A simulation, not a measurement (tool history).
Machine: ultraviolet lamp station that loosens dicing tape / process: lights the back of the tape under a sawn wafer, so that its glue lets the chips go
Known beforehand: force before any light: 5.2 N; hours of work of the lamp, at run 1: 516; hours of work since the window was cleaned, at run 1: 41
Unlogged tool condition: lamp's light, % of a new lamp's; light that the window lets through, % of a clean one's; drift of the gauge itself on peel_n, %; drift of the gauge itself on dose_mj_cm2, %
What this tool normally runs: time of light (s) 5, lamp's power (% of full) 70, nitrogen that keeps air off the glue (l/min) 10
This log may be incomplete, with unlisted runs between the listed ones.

run   hour  time of light (s)  lamp's power (% of full)  nitrogen that keeps air off the glue (l/min)  hours of work of the lamp  hours of work since the window was cleaned  force that peels the tape off (N)  light that reached the tape (mJ/cm2)
  1    0.0                  5                        70                                            10                        516                                          41                              0.880                                   411
  2   26.2                  5                        70                                             3                        528                                          52                              1.441                                   406
  3   52.2                  5                        70                                             3                        539                                          63                              1.414                                   403
  4   79.7                  5                        70                                             3                        551                                          75                              1.498                                   398
  5   95.9                  5                        70                                             3                        558                                          82                              1.471                                   392
  6  113.5                  5                        71                                            10                        565                                          89                              0.891                                   395
  7  127.3                  5                        71                                            10                        571                                          95                              0.943                                   392
  8  148.3                  5                        71                                            10                        580                                         104                              0.930                                   394
  9  163.3                  5                        71                                            10                        587                                         111                              0.932                                   392
 10  178.9                  5                        70                                            10                        593                                         117                              0.980                                   390
 11  205.9                  5                        70                                            10                        605                                         129                              0.980                                   381
 12  229.5                  5                        70                                            10                        615                                         139                              1.015                                   378
     232.3  -- window cleaned of glue's vapour
 13  245.7                  5                        70                                            10                        622                                           6                              1.050                                   372
 14  269.8                  5                        70                                            10                        632                                          16                              1.043                                   367
     289.3  -- window cleaned of glue's vapour, once more
 15  300.2                  2                        70                                            10                        645                                           5                              2.476                                   159
 16  323.9                  5                        70                                            10                        655                                          15                              0.954                                   390
 17  351.9                  5                        70                                            10                        667                                          27                              0.916                                   395
 18  372.9                  5                        67                                            10                        676                                          36                              1.016                                   371
 19  391.2                  5                        67                                            10                        684                                          44                              1.020                                   371
 20  418.7                  5                        67                                            10                        696                                          56                              1.053                                   369
 21  445.3                  5                        67                                            10                        707                                          67                              1.031                                   365
 22  466.1                  5                        67                                            10                        716                                          76                              1.106                                   356
 23  495.1                  5                        67                                            10                        729                                          88                              1.077                                   360
 24  512.6                  2                        77                                            13                        736                                          96                              2.402                                   162
 25  529.2                  4                        69                                            13                        743                                         103                              1.324                                   290
 26  541.6                  4                        69                                            13                        749                                         108                              1.312                                   289
 27  558.3                  4                        69                                            13                        756                                         116                              1.345                                   286
 28  578.0                  4                        69                                            13                        764                                         124                              1.327                                   288
 29  600.2                  4                        69                                            13                        774                                         134                              1.334                                   286
 30  623.4                  3                        70                                            10                        784                                         144                              2.004                                   215
 31  638.2                  3                        70                                            10                        790                                         150                              2.037                                   211
 32  660.9                  3                        70                                            10                        800                                         160                              2.004                                   213
 33  686.5                  5                        76                                            20                        811                                         171                              0.797                                   380
 34  712.3                  6                        70                                            15                        822                                         182                              0.734                                   415
 35  733.1                  6                        70                                            15                        831                                         191                              0.746                                   408
 36  758.3                  6                        70                                            15                        842                                         202                              0.725                                   411
 37  783.9                  5                        70                                            14                        853                                         213                              1.072                                   335
 38  802.2                  8                        62                                            10                        861                                         220                              0.707                                   473
 39  823.3                  6                        62                                            10                        870                                         229                              1.080                                   356
 40  844.9                  6                        97                                            10                        879                                         239                              0.536                                   545
 41  857.4                  5                        86                                            15                        885                                         244                              0.777                                   404
 42  877.5                  2                        62                                             3                        893                                         253                              3.510                                   119

Pick out some run-to-run changes in force that peels the tape off (N). Of each, how much would a tool without hidden state show as well, from the settings, what came in and chance, and how much is left for the hidden state and any gauge scatter not in both results compared?
Run 14 -> 15: time of light (s) 5 -> 2, window cleaned of glue's vapour, once more. force that peels the tape off (N) +1.433: hidden state -0.016, all else +1.449.
Run 15 -> 16: time of light (s) 2 -> 5. force that peels the tape off (N) -1.522: hidden state -0.078, all else -1.444.
Run 32 -> 33: time of light (s) 3 -> 5, lamp's power (% of full) 70 -> 76, nitrogen that keeps air off the glue (l/min) 10 -> 20. force that peels the tape off (N) -1.207: hidden state -0.226, all else -0.981.
Run 39 -> 40: lamp's power (% of full) 62 -> 97. force that peels the tape off (N) -0.544: hidden state -0.229, all else -0.315.
Run 41 -> 42: time of light (s) 5 -> 2, lamp's power (% of full) 86 -> 62, nitrogen that keeps air off the glue (l/min) 15 -> 3. force that peels the tape off (N) +2.733: hidden state +0.192, all else +2.541.
